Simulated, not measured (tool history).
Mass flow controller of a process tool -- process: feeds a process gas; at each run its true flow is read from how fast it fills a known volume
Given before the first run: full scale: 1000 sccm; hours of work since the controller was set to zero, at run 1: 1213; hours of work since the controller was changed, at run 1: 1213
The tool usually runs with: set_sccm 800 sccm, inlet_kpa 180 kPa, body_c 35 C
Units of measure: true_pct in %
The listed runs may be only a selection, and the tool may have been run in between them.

run    hour  set_sccm  inlet_kpa  body_c  hours of work since the controller was set to zero  hours of work since the controller was changed  true_pct
  1       0       800        180      35                                                1213                                            1213     99.04
  2    75.6       800        180      25                                                1250                                            1250     99.67
  3     125       800        180      21                                                1274                                            1274     99.75
  4   174.5       800        180      21                                                1298                                            1298    100.01
  5     241       800        180      34                                                1331                                            1331     99.51
  6   290.9       800        180      34                                                1355                                            1355     99.58
  7   363.8       800        143      34                                                1391                                            1391     99.47
  8   432.6       800        143      34                                                1424                                            1424     99.61
  9   495.1       800        180      35                                                1455                                            1455     99.73
 10     541       800        180      35                                                1478                                            1478     99.99
 11   596.1       800        180      35                                                1505                                            1505    100.11
 12   629.8       800        180      35                                                1521                                            1521     100.1
 13   677.7       800        180      35                                                1545                                            1545    100.25
 14   736.5       800        180      35                                                1573                                            1573    100.39
 15   797.3       800        180      35                                                1603                                            1603    100.39
 16     875       577        180      22                                                1641                                            1641    100.59
 17   929.6       320        180      35                                                1668                                            1668     99.59
 18   963.5       320        180      35                                                1685                                            1685     99.73
 19    1031       872        201      24                                                1718                                            1718    101.56
 20  1071.1       872        186      26                                                1737                                            1737    101.39
 21  1149.3       872        186      31                                                1776                                            1776    101.41
 22  1219.6       858        186      26                                                1810                                            1810    101.64
 23    1268       858        186      26                                                1834                                            1834    101.74
 24  1307.4       781        167      32                                                1853                                            1853    101.21
 25  1380.4       319        259      35                                                1889                                            1889    101.01
 26  1446.8       800        145      35                                                1921                                            1921    101.28
 27  1491.7       800        174      30                                                1943                                            1943    101.72
 28  1542.5       558        214      25                                                1968                                            1968    101.88
 29  1581.7       251        265      29                                                1988                                            1988    101.55

Predict each of these 3 candidate next runs independently; none follows another, all start after run 29:
  A  1659.5       207        265      29                                                2026                                            2026         ?
  B  1659.5       686        265      39                                                2026                                            2026         ?
  C  1659.5       140        150      23                                                2026                                            2026         ?

run  true_pct
  A    101.55
  B    101.98
  C    100.91
With no hidden state in the tool, these same runs would have given:
run  true_pct
  A     98.77
  B     99.18
  C     98.14
